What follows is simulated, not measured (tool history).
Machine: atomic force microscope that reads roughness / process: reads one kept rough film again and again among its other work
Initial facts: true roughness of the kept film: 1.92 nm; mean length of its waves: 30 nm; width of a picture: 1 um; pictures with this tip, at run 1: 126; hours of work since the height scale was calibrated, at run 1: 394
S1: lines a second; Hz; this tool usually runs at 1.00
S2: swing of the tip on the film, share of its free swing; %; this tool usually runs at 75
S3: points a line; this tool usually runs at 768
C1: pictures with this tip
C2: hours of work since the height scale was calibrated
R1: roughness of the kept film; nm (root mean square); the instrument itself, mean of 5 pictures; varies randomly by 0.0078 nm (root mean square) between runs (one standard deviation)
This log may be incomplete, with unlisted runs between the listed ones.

Run 1, hour 0.0: usual settings; C1 126; C2 394. Result: R1 1.667 nm (root mean square).
Run 2, hour 18.7: usual settings; C1 158; C2 407. Result: R1 1.676 nm (root mean square).
Run 3, hour 38.8: usual settings; C1 193; C2 420. Result: R1 1.662 nm (root mean square).
At hour 44.9: new tip fitted.
Run 4, hour 60.7: usual settings; C1 28; C2 434. Result: R1 1.673 nm (root mean square).
Run 5, hour 88.2: usual settings; C1 75; C2 452. Result: R1 1.661 nm (root mean square).
Run 6, hour 116.8: usual settings; C1 125; C2 471. Result: R1 1.672 nm (root mean square).
Run 7, hour 142.2: usual settings; C1 168; C2 488. Result: R1 1.676 nm (root mean square).
At hour 163.3: new tip fitted.
Run 8, hour 167.8: usual settings; C1 8; C2 505. Result: R1 1.685 nm (root mean square).
Run 9, hour 201.9: usual settings but S1 0.93 Hz; C1 67; C2 527. Result: R1 1.678 nm (root mean square).
Run 10, hour 241.8: usual settings but S2 70 %; C1 135; C2 554. Result: R1 1.689 nm (root mean square).
Run 11, hour 267.4: usual settings but S2 70 %; C1 180; C2 570. Result: R1 1.688 nm (root mean square).
At hour 283.5: new tip fitted.
Run 12, hour 300.1: usual settings; C1 29; C2 592. Result: R1 1.677 nm (root mean square).
Run 13, hour 326.1: usual settings but S2 67 %; C1 74; C2 609. Result: R1 1.724 nm (root mean square).
Run 14, hour 365.5: usual settings but S3 272; C1 142; C2 635. Result: R1 1.655 nm (root mean square).
Run 15, hour 391.9: usual settings but S3 272; C1 188; C2 652. Result: R1 1.648 nm (root mean square).
At hour 401.2: new tip fitted.
Run 16, hour 415.4: usual settings but S3 272; C1 24; C2 668. Result: R1 1.650 nm (root mean square).
Run 17, hour 441.9: usual settings but S3 272; C1 70; C2 685. Result: R1 1.657 nm (root mean square).
Run 18, hour 468.4: usual settings but S3 272; C1 116; C2 703. Result: R1 1.642 nm (root mean square).
Run 19, hour 485.7: usual settings; C1 146; C2 714. Result: R1 1.663 nm (root mean square).
Run 20, hour 517.7: usual settings; C1 201; C2 735. Result: R1 1.673 nm (root mean square).
At hour 520.2: new tip fitted.
Run 21, hour 545.9: usual settings but S1 1.38 Hz; C1 45; C2 754. Result: R1 1.627 nm (root mean square).
Run 22, hour 581.8: usual settings but S1 1.38 Hz; C1 107; C2 777. Result: R1 1.625 nm (root mean square).
Run 23, hour 620.0: usual settings but S1 1.88 Hz; C1 172; C2 803. Result: R1 1.561 nm (root mean square).
At hour 639.6: new tip fitted.
Run 24, hour 659.7: usual settings but S1 1.88 Hz; C1 35; C2 828. Result: R1 1.564 nm (root mean square).
Run 25, hour 691.9: usual settings but S1 0.77 Hz, S2 69 %; C1 91; C2 850. Result: R1 1.722 nm (root mean square).
Run 26, hour 724.8: usual settings but S1 0.77 Hz, S2 69 %; C1 147; C2 871. Result: R1 1.718 nm (root mean square).
Run 27, hour 742.8: usual settings but S1 0.58 Hz, S2 55 %, S3 334; C1 178; C2 883. Result: R1 1.780 nm (root mean square).
At hour 757.2: new tip fitted.
Run 28, hour 760.3: usual settings but S1 0.99 Hz, S3 391; C1 6; C2 895. Result: R1 1.668 nm (root mean square).
Run 29, hour 779.5: usual settings but S2 81 %, S3 873; C1 39; C2 907. Result: R1 1.627 nm (root mean square).
Run 30, hour 814.0: usual settings but S2 81 %, S3 873; C1 99; C2 930. Result: R1 1.620 nm (root mean square).
Run 31, hour 852.5: usual settings but S1 0.60 Hz, S2 80 %, S3 780; C1 165; C2 956. Result: R1 1.687 nm (root mean square).
At hour 876.0: new tip fitted.
Run 32, hour 883.1: usual settings but S1 2.41 Hz, S2 84 %, S3 541; C1 13; C2 975. Result: R1 1.377 nm (root mean square).
Run 33, hour 918.9: usual settings but S1 1.36 Hz, S2 84 %; C1 75; C2 999. Result: R1 1.536 nm (root mean square).
Run 34, hour 938.4: usual settings but S1 0.91 Hz; C1 108; C2 1012. Result: R1 1.657 nm (root mean square).
Run 35, hour 972.0: usual settings but S1 0.97 Hz, S3 699; C1 166; C2 1034. Result: R1 1.667 nm (root mean square).
At hour 993.9: new tip fitted.
Run 36, hour 1007.1: usual settings but S1 2.44 Hz, S2 88 %, S3 559; C1 23; C2 1057. Result: R1 1.297 nm (root mean square).
Run 37, hour 1037.0: usual settings but S1 2.44 Hz, S2 88 %, S3 559; C1 75; C2 1077. Result: R1 1.320 nm (root mean square).
Run 38, hour 1063.8: usual settings but S1 2.44 Hz, S2 56 %, S3 427; C1 121; C2 1094. Result: R1 1.697 nm (root mean square).
Run 39, hour 1101.3: usual settings but S1 2.41 Hz, S2 89 %; C1 185; C2 1119. Result: R1 1.289 nm (root mean square).
At hour 1114.1: new tip fitted.
Run 40, hour 1118.7: usual settings but S3 318; C1 8; C2 1130. Result: R1 1.659 nm (root mean square).
Run 41, hour 1145.2: usual settings but S2 69 %, S3 995; C1 53; C2 1148. Result: R1 1.721 nm (root mean square).
Run 42, hour 1173.7: usual settings but S1 0.98 Hz, S2 89 %, S3 633; C1 103; C2 1167. Result: R1 1.567 nm (root mean square).
Run 43, hour 1210.2: usual settings but S1 1.96 Hz; C1 166; C2 1191. Result: R1 1.546 nm (root mean square).
At hour 1232.6: new tip fitted.
Run 44, hour 1250.0: usual settings but S2 69 %, S3 443; C1 30; C2 1217. Result: R1 1.701 nm (root mean square).
Run 45, hour 1281.2: usual settings but S2 78 %, S3 727; C1 84; C2 1237. Result: R1 1.663 nm (root mean square).
Run 46, hour 1298.9: usual settings but S2 78 %, S3 727; C1 115; C2 1249. Result: R1 1.654 nm (root mean square).
Run 47, hour 1319.2: usual settings but S2 60 %, S3 596; C1 150; C2 1263. Result: R1 1.746 nm (root mean square).

Predict each of these 3 candidate next runs independently; none follows another, all start after run 47:
At hour 1350.7: new tip fitted.
Run A, hour 1360.7: usual settings but S1 0.96 Hz, S2 73 %, S3 586; C1 17; C2 1290. Result: R1 ?.
At hour 1350.7: new tip fitted.
Run B, hour 1360.7: usual settings but S2 61 %; C1 17; C2 1290. Result: R1 ?.
At hour 1350.7: new tip fitted.
Run C, hour 1360.7: usual settings but S1 1.54 Hz, S2 80 %, S3 596; C1 17; C2 1290. Result: R1 ?.

run     R1
  A  1.684
  B  1.751
  C  1.549
Take away the tool's hidden state, keep each run's random variation, and the runs would have read:
run     R1
  A  1.685
  B  1.753
  C  1.550

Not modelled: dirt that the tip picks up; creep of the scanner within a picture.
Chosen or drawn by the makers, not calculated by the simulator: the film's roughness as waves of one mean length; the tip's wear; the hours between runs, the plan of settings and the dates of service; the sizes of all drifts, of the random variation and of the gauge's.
